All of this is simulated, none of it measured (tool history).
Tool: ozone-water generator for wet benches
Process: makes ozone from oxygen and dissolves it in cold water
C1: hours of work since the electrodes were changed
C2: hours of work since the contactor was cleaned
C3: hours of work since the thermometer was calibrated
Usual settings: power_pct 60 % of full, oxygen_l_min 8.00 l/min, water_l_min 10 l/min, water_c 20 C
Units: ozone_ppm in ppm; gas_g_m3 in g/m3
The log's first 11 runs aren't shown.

Run 12, hour 1128.0: usual settings but water_c 23 C; C1 3883; C2 2576; C3 888. Result: ozone_ppm 17.9 ppm, gas_g_m3 159.7 g/m3.
Run 13, hour 1235.9: usual settings but oxygen_l_min 5.45 l/min; C1 3972; C2 2666; C3 978. Result: ozone_ppm 21.1 ppm, gas_g_m3 201.9 g/m3.
Run 14, hour 1330.5: usual settings but oxygen_l_min 5.45 l/min; C1 4051; C2 2744; C3 1056. Result: ozone_ppm 20.8 ppm, gas_g_m3 201.2 g/m3.
Run 15, hour 1404.0: usual settings but oxygen_l_min 5.45 l/min; C1 4112; C2 2805; C3 1117. Result: ozone_ppm 21.3 ppm, gas_g_m3 203.4 g/m3.
Run 16, hour 1470.8: usual settings but oxygen_l_min 5.45 l/min; C1 4168; C2 2861; C3 1173. Result: ozone_ppm 21.0 ppm, gas_g_m3 201.0 g/m3.
Run 17, hour 1540.9: usual settings but oxygen_l_min 5.45 l/min; C1 4226; C2 2919; C3 1231. Result: ozone_ppm 20.9 ppm, gas_g_m3 201.3 g/m3.
Run 18, hour 1634.2: usual settings but power_pct 46 % of full; C1 4303; C2 2997; C3 1309. Result: ozone_ppm 16.0 ppm, gas_g_m3 137.0 g/m3.
Run 19, hour 1692.4: usual settings but power_pct 58 % of full, oxygen_l_min 4.32 l/min, water_l_min 6 l/min, water_c 14 C; C1 4352; C2 3045; C3 1357. Result: ozone_ppm 35.5 ppm, gas_g_m3 225.3 g/m3.
Run 20, hour 1809.0: usual settings but oxygen_l_min 11.58 l/min, water_l_min 12 l/min; C1 4449; C2 3142; C3 1454. Result: ozone_ppm 14.5 ppm, gas_g_m3 125.0 g/m3.
Run 21, hour 1914.8: usual settings but oxygen_l_min 9.90 l/min; C1 4537; C2 3230; C3 1542. Result: ozone_ppm 17.1 ppm, gas_g_m3 135.8 g/m3.
Run 22, hour 2015.2: usual settings but power_pct 90 % of full, oxygen_l_min 10.65 l/min; C1 4620; C2 3313; C3 1625. Result: ozone_ppm 20.4 ppm, gas_g_m3 163.2 g/m3.
Run 23, hour 2119.0: usual settings but power_pct 62 % of full, oxygen_l_min 5.00 l/min, water_l_min 9 l/min, water_c 15 C; C1 4706; C2 3400; C3 1712. Result: ozone_ppm 26.1 ppm, gas_g_m3 214.2 g/m3.

Run 24 comes next. What will it give?
Run 24, hour 2194.4: usual settings but power_pct 54 % of full, oxygen_l_min 4.58 l/min, water_l_min 8 l/min, water_c 13 C; C1 4769; C2 3462; C3 1774. Result: ozone_ppm ?, gas_g_m3 ?.

Run 24 gave ozone_ppm 27.8 ppm, gas_g_m3 209.1 g/m3.
Without the tool's hidden state the same run would have given ozone_ppm 32.2 ppm, gas_g_m3 230.7 g/m3.
